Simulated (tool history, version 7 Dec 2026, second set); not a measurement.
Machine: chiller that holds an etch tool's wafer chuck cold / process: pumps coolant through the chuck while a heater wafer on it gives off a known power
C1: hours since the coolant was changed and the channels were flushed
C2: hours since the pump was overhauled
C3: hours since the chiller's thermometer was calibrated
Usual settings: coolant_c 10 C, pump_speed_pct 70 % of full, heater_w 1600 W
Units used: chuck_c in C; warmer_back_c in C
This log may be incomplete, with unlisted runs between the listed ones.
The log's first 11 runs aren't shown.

Run 12, hour 220.7: usual settings; C1 2439; C2 543; C3 3779. Result: chuck_c 23.4 C, warmer_back_c 6.95 C.
Run 13, hour 249.3: usual settings; C1 2468; C2 572; C3 3808. Result: chuck_c 23.2 C, warmer_back_c 6.89 C.
Run 14, hour 264.7: usual settings; C1 2483; C2 587; C3 3823. Result: chuck_c 23.4 C, warmer_back_c 6.91 C.
Run 15, hour 291.7: usual settings; C1 2510; C2 614; C3 3850. Result: chuck_c 23.4 C, warmer_back_c 6.97 C.
Run 16, hour 311.7: usual settings; C1 2530; C2 634; C3 3870. Result: chuck_c 23.5 C, warmer_back_c 6.97 C.
Run 17, hour 327.6: usual settings; C1 2546; C2 650; C3 3886. Result: chuck_c 23.5 C, warmer_back_c 6.88 C.
At hour 334: coolant pump overhauled.
Run 18, hour 345.8: usual settings but coolant_c 9 C, pump_speed_pct 80 % of full, heater_w 862 W; C1 2559; C2 12; C3 3899. Result: chuck_c 15.4 C, warmer_back_c 3.25 C.
Run 19, hour 369.4: usual settings but coolant_c 9 C, pump_speed_pct 80 % of full, heater_w 862 W; C1 2583; C2 35; C3 3923. Result: chuck_c 15.2 C, warmer_back_c 3.27 C.
Run 20, hour 392.6: usual settings but coolant_c 9 C, heater_w 862 W; C1 2606; C2 59; C3 3946. Result: chuck_c 16 C, warmer_back_c 3.73 C.
Run 21, hour 420: usual settings but coolant_c 9 C, heater_w 862 W; C1 2633; C2 86; C3 3973. Result: chuck_c 16.1 C, warmer_back_c 3.78 C.
At hour 437.4: coolant pump overhauled, once more.
Run 22, hour 440.1: usual settings but coolant_c 18 C, pump_speed_pct 78 % of full; C1 2648; C2 3; C3 3988. Result: chuck_c 30.1 C, warmer_back_c 6.11 C.
Run 23, hour 454.3: usual settings but coolant_c 18 C, pump_speed_pct 78 % of full; C1 2663; C2 17; C3 4003. Result: chuck_c 30.3 C, warmer_back_c 6.13 C.
Run 24, hour 479.5: usual settings but coolant_c 18 C, pump_speed_pct 78 % of full; C1 2688; C2 42; C3 4028. Result: chuck_c 30.3 C, warmer_back_c 6.16 C.
Run 25, hour 500.3: usual settings but coolant_c 12 C, pump_speed_pct 85 % of full, heater_w 881 W; C1 2709; C2 63; C3 4049. Result: chuck_c 18.1 C, warmer_back_c 3.12 C.
Run 26, hour 522.5: usual settings but coolant_c 12 C, pump_speed_pct 85 % of full, heater_w 881 W; C1 2731; C2 85; C3 4071. Result: chuck_c 18.2 C, warmer_back_c 3.17 C.
Run 27, hour 540.6: usual settings but pump_speed_pct 82 % of full; C1 2749; C2 103; C3 4089. Result: chuck_c 21.7 C, warmer_back_c 5.8 C.
Run 28, hour 570.1: usual settings but pump_speed_pct 82 % of full; C1 2778; C2 133; C3 4118. Result: chuck_c 21.8 C, warmer_back_c 5.82 C.
Run 29, hour 587.1: usual settings but coolant_c 6 C, heater_w 2358 W; C1 2795; C2 150; C3 4135. Result: chuck_c 26.1 C, warmer_back_c 10.08 C.
Run 30, hour 614.8: usual settings but coolant_c 12 C, heater_w 806 W; C1 2823; C2 177; C3 4163. Result: chuck_c 18.6 C, warmer_back_c 3.48 C.
Run 31, hour 642.2: usual settings but coolant_c 11 C, pump_speed_pct 78 % of full, heater_w 2043 W; C1 2850; C2 205; C3 4190. Result: chuck_c 26.7 C, warmer_back_c 7.85 C.

Forecast each of these 4 alternatives for the next run:
Run A, hour 656.8: usual settings but coolant_c 14 C; C1 2865; C2 219; C3 4205. Result: chuck_c ?, warmer_back_c ?.
Run B, hour 656.8: usual settings but coolant_c 11 C, pump_speed_pct 78 % of full, heater_w 2023 W; C1 2865; C2 219; C3 4205. Result: chuck_c ?, warmer_back_c ?.
Run C, hour 656.8: usual settings but coolant_c 8 C, pump_speed_pct 78 % of full, heater_w 2043 W; C1 2865; C2 219; C3 4205. Result: chuck_c ?, warmer_back_c ?.
Run D, hour 656.8: usual settings but coolant_c 14 C, heater_w 1480 W; C1 2865; C2 219; C3 4205. Result: chuck_c ?, warmer_back_c ?.

run  chuck_c  warmer_back_c
  A     27.4            6.9
  B     26.7           7.69
  C     23.9           7.77
  D     26.4           6.37
With no hidden state in the tool, these same runs would have given:
run  chuck_c  warmer_back_c
  A     26.8           6.91
  B       26           7.71
  C     23.1           7.79
  D     25.8           6.38
